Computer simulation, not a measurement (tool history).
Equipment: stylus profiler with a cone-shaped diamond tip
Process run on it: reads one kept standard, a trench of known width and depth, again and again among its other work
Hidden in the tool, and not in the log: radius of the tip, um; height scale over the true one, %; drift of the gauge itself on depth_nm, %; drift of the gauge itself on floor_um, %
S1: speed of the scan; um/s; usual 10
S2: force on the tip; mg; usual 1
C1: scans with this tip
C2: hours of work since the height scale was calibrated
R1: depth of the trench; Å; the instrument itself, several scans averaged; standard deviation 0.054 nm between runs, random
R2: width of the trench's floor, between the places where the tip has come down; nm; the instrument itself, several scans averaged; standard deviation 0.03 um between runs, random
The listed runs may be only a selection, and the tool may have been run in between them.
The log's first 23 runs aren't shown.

run,hour,S1,S2,C1,C2,R1,R2
24,805.5,4,0.8,6813,930,1012.8,48460
25,826.3,6,2.26,6919,945,1018.5,48450
26,858.2,6,2.26,7081,967,1019.6,48470
27,879,6,2.26,7187,981,1019.6,48390
28,925,30,2.94,7421,1013,1022.4,48370
29,964,30,2.94,7619,1040,1022.2,48310
30,1005.1,10,1.49,7829,1069,1016.9,48420
31,1027.7,5,1.17,7944,1085,1015.4,48460
32,1065.1,8,0.54,8134,1111,1011.1,48390
33,1093.4,8,0.54,8278,1130,1010.1,48350
34,1121.5,8,0.54,8421,1150,1010.9,48390
35,1161.5,4,0.54,8624,1178,1011.8,48400
36,1189.4,4,0.54,8767,1197,1012.1,48410
37,1213.3,10,0.53,8888,1214,1011,48340
38,1247.8,11,2.89,9064,1238,1023.8,48330
39,1276.8,11,2.89,9211,1258,1023.6,48350
40,1308.3,11,2.89,9371,1280,1023.5,48390
41,1332.2,7,1.43,9493,1296,1017,48370
42,1377.6,3,1.83,9724,1328,1018.4,48390
43,1416,3,1.87,9920,1355,1019.4,48380
44,1451.4,3,1.87,10100,1379,1019.6,48350
45,1471.7,28,2.68,10203,1393,1023.3,48280
46,1495.3,7,0.99,10323,1410,1015.4,48340

3 options for the next run, each taken on its own from the tool as it stands now. Forecast them:
A,1522.8,35,0.65,10463,1429,?,?
B,1522.8,19,2.29,10463,1429,?,?
C,1522.8,40,0.86,10463,1429,?,?

run,R1,R2
A,1013.4,48020
B,1021.4,48250
C,1015.5,48040
Stripped of hidden state, with their random variation kept, the same runs would have yielded:
run,R1,R2
A,1006.3,48380
B,1014.3,48610
C,1008.4,48400

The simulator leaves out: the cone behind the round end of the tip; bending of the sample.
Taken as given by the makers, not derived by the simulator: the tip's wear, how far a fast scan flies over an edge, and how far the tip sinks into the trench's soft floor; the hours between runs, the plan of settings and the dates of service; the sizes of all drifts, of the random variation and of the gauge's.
